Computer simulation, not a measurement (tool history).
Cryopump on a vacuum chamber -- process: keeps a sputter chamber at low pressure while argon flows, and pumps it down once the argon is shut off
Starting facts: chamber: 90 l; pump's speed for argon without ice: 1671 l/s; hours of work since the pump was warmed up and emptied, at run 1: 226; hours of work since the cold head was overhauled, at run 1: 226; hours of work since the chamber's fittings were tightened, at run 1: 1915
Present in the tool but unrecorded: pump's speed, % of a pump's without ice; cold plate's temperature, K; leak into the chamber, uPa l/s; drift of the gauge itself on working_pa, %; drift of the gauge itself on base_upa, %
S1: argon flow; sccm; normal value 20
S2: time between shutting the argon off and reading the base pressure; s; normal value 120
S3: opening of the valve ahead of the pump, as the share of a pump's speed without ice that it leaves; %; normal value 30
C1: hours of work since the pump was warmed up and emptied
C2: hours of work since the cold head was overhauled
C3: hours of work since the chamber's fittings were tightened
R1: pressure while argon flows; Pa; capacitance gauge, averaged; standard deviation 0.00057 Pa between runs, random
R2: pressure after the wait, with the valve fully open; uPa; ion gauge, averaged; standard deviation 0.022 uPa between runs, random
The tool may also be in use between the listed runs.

run   hour  S1   S2  S3   C1   C2    C3      R1    R2
  1    0.0  20  120  30  226  226  1915  0.0699  1.40
  2   16.0  20  120  30  236  236  1925  0.0690  1.44
  3   30.4  20  120  30  245  245  1934  0.0690  1.41
  4   45.9  20  120  30  254  254  1944  0.0700  1.49
  5   64.4  20  120  30  266  266  1956  0.0686  1.46
  6   76.9  20  120  30  274  274  1964  0.0698  1.40
  7   87.1  20  221  30  280  280  1970  0.0702  1.29
  8  103.2  20  120  30  291  291  1980  0.0690  1.47
  9  120.1  20  120  30  301  301  1991  0.0690  1.48
 10  135.8  20  120  30  311  311  2001  0.0713  1.47
 11  146.3  20  120  30  318  318  2007  0.0692  1.46
 12  157.6  20  120  30  325  325  2014  0.0698  1.49
 13  170.6  20  120  30  333  333  2023  0.0692  1.54
 14  186.4  20  120  30  343  343  2033  0.0702  1.54
 15  200.7  20  120  30  352  352  2042  0.0706  1.47
 16  216.8  20  120  30  362  362  2052  0.0698  1.49
 17  232.6  20  120  30  372  372  2062  0.0700  1.54
 18  242.6  28   44  41  378  378  2068  0.0739  2.31
 19  252.9  14   63  56  385  385  2075  0.0269  1.92
 20  264.1  26   40  44  392  392  2082  0.0639  2.45
 21  277.7  15   84  35  401  401  2090  0.0462  1.76
 22  292.6  15   84  35  410  410  2100  0.0461  1.70
 23  301.7  15   84  35  416  416  2105  0.0457  1.75
 24  317.3  15   84  35  426  426  2115  0.0459  1.76
 25  329.9  15   84  35  433  433  2123  0.0460  1.74
 26  340.9  10  210  30  440  440  2130  0.0351  1.40
 27  362.4  10  210  30  454  454  2144  0.0352  1.43
 28  372.7  10  210  30  460  460  2150  0.0357  1.41
 29  384.9  10  210  30  468  468  2158  0.0345  1.40
 30  404.3  20  128  17  480  480  2170  0.1229  1.59

4 options for the next run, each taken on its own from the tool as it stands now. Forecast them:
  A  414.7  16  128  32  487  487  2177   ?   ?
  B  414.7   8  197  21  487  487  2177   ?   ?
  C  414.7  20   47  17  487  487  2177   ?   ?
  D  414.7  28  193  32  487  487  2177   ?   ?

run      R1    R2
  A  0.0537  1.63
  B  0.0401  1.43
  C  0.1229  2.34
  D  0.0934  1.45
Take away the tool's hidden state, keep each run's random variation, and the runs would have read:
run      R1    R2
  A  0.0507  0.63
  B  0.0387  0.45
  C  0.1192  1.33
  D  0.0883  0.47
